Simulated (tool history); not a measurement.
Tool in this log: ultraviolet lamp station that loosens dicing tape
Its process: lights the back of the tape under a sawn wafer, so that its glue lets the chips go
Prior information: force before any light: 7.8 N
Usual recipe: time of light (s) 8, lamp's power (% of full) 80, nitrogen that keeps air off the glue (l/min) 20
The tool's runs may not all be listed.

run,hour,time of light (s),lamp's power (% of full),nitrogen that keeps air off the glue (l/min),force that peels the tape off (N),light that reached the tape (mJ/cm2)
1,0,8,80,20,0.389,525
2,9.7,8,80,20,0.407,535
3,17.2,8,80,20,0.417,529
4,23.5,8,80,20,0.392,525
5,30.6,8,80,20,0.396,528
6,39.3,8,80,20,0.413,519
7,45,8,80,20,0.416,526
8,53.2,8,80,20,0.396,524
9,62.4,8,80,20,0.415,525
10,68.5,14,80,20,0.221,914
11,76.5,8,72,20,0.481,472
12,85.3,11,80,20,0.258,717
13,94.5,11,80,20,0.27,725
14,102.9,8,80,20,0.416,521
15,107.5,8,80,20,0.399,524
16,112.3,8,80,20,0.411,525
17,121.6,10,80,20,0.284,646
18,126.7,10,80,20,0.289,651
19,131.8,8,80,20,0.414,524
20,136.2,8,80,20,0.416,527
21,142.4,12,80,20,0.253,773
22,147.2,5,80,15,1.129,322
23,153.9,5,80,20,1.042,324
24,161.4,6,83,20,0.689,399
25,165.9,6,83,20,0.663,404
26,174,7,78,11,0.725,441
27,178.3,7,78,11,0.73,443
28,188.1,7,95,30,0.349,528
29,192.7,7,95,30,0.348,538
30,197.1,7,95,30,0.337,534
31,205.5,6,60,6,1.88,290
32,213.7,8,85,20,0.381,539
33,222.6,15,65,18,0.253,783
34,232.1,13,82,10,0.262,857
35,238.4,13,82,8,0.272,857
36,242.9,13,82,8,0.272,845
37,251.5,13,82,8,0.269,852
38,257.3,13,82,8,0.275,849
39,266.3,13,82,8,0.277,845
40,273.1,6,67,8,1.423,321
41,278.5,4,80,20,1.461,252
42,287,15,80,11,0.235,948

Branching from run 42: 3 alternative next runs. What would each branch give?
A,291.5,7,80,8,?,?
B,291.5,8,78,20,?,?
C,291.5,15,80,8,?,?

run,force that peels the tape off (N),light that reached the tape (mJ/cm2)
A,0.859,441
B,0.441,490
C,0.251,945
With the hidden condition removed and each run's random variation left untouched, the same runs would have given:
run,force that peels the tape off (N),light that reached the tape (mJ/cm2)
A,0.73,481
B,0.378,535
C,0.237,1030
